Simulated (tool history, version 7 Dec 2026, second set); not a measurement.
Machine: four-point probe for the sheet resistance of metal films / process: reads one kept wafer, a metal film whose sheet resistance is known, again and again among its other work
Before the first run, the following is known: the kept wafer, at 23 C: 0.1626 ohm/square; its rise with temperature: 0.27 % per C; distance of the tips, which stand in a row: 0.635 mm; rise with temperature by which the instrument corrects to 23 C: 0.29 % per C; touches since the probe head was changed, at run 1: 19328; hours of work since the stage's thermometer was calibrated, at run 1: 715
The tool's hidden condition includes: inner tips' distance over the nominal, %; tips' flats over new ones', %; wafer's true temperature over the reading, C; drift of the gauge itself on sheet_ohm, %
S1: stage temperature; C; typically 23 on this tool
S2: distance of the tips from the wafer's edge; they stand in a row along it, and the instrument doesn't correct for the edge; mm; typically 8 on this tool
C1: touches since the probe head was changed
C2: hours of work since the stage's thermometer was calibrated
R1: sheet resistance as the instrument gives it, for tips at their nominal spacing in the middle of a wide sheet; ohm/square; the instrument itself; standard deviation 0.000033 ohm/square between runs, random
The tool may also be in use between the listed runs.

Run 1, hour 0: usual settings; C1 19328; C2 715. Result: R1 0.163172 ohm/square.
Run 2, hour 86.5: usual settings; C1 22599; C2 767. Result: R1 0.163125 ohm/square.
Run 3, hour 139.5: usual settings; C1 24604; C2 798. Result: R1 0.163132 ohm/square.
Run 4, hour 225: usual settings; C1 27840; C2 849. Result: R1 0.163121 ohm/square.
Run 5, hour 285.7: usual settings; C1 30137; C2 885. Result: R1 0.163166 ohm/square.
Run 6, hour 338.7: usual settings; C1 32141; C2 916. Result: R1 0.163117 ohm/square.
Run 7, hour 384.7: usual settings; C1 33881; C2 944. Result: R1 0.163134 ohm/square.
Run 8, hour 471.3: usual settings; C1 37159; C2 995. Result: R1 0.16313 ohm/square.
Run 9, hour 546.9: usual settings; C1 40017; C2 1040. Result: R1 0.163095 ohm/square.
Run 10, hour 583.9: usual settings but S2 9 mm; C1 41418; C2 1062. Result: R1 0.163046 ohm/square.
Run 11, hour 636.3: usual settings but S2 9 mm; C1 43399; C2 1093. Result: R1 0.163083 ohm/square.
Run 12, hour 715.9: usual settings but S1 20 C, S2 9 mm; C1 46411; C2 1140. Result: R1 0.163157 ohm/square.
Run 13, hour 759.5: usual settings but S1 25 C, S2 34 mm; C1 48060; C2 1166. Result: R1 0.162598 ohm/square.
Run 14, hour 845.7: usual settings but S1 25 C, S2 34 mm; C1 51319; C2 1217. Result: R1 0.162562 ohm/square.
Run 15, hour 890.9: usual settings but S1 25 C, S2 56 mm; C1 53030; C2 1244. Result: R1 0.162567 ohm/square.
Run 16, hour 935.9: usual settings but S1 30 C, S2 56 mm; C1 54733; C2 1271. Result: R1 0.162305 ohm/square.
Run 17, hour 982.8: usual settings but S2 9 mm; C1 56505; C2 1299. Result: R1 0.163057 ohm/square.
Run 18, hour 1034.9: usual settings but S2 9 mm; C1 58477; C2 1330. Result: R1 0.163005 ohm/square.
Run 19, hour 1124.7: usual settings but S1 35 C, S2 15 mm; C1 61874; C2 1383. Result: R1 0.162447 ohm/square.
Run 20, hour 1197.3: usual settings but S1 26 C, S2 27 mm; C1 64621; C2 1426. Result: R1 0.162561 ohm/square.
At hour 1260.6: stage's thermometer calibrated.
Run 21, hour 1275.5: usual settings but S1 30 C, S2 3 mm; C1 67560; C2 9. Result: R1 0.166219 ohm/square.

Branching from run 21: 5 alternative next runs. What would each branch give?
Run A, hour 1321.8: usual settings but S1 32 C; C1 69312; C2 36. Result: R1 ?.
Run B, hour 1321.8: usual settings but S1 18 C; C1 69312; C2 36. Result: R1 ?.
Run C, hour 1321.8: usual settings but S1 26 C, S2 4 mm; C1 69312; C2 36. Result: R1 ?.
Run D, hour 1321.8: usual settings but S2 57 mm; C1 69312; C2 36. Result: R1 ?.
Run E, hour 1321.8: usual settings but S1 22 C, S2 3 mm; C1 69312; C2 36. Result: R1 ?.

run        R1
  A  0.162926
  B  0.163292
  C  0.164674
  D  0.162643
  E  0.166449
Without the tool's hidden state the same runs would have given:
run        R1
  A  0.162928
  B  0.163294
  C  0.164676
  D  0.162645
  E  0.166451
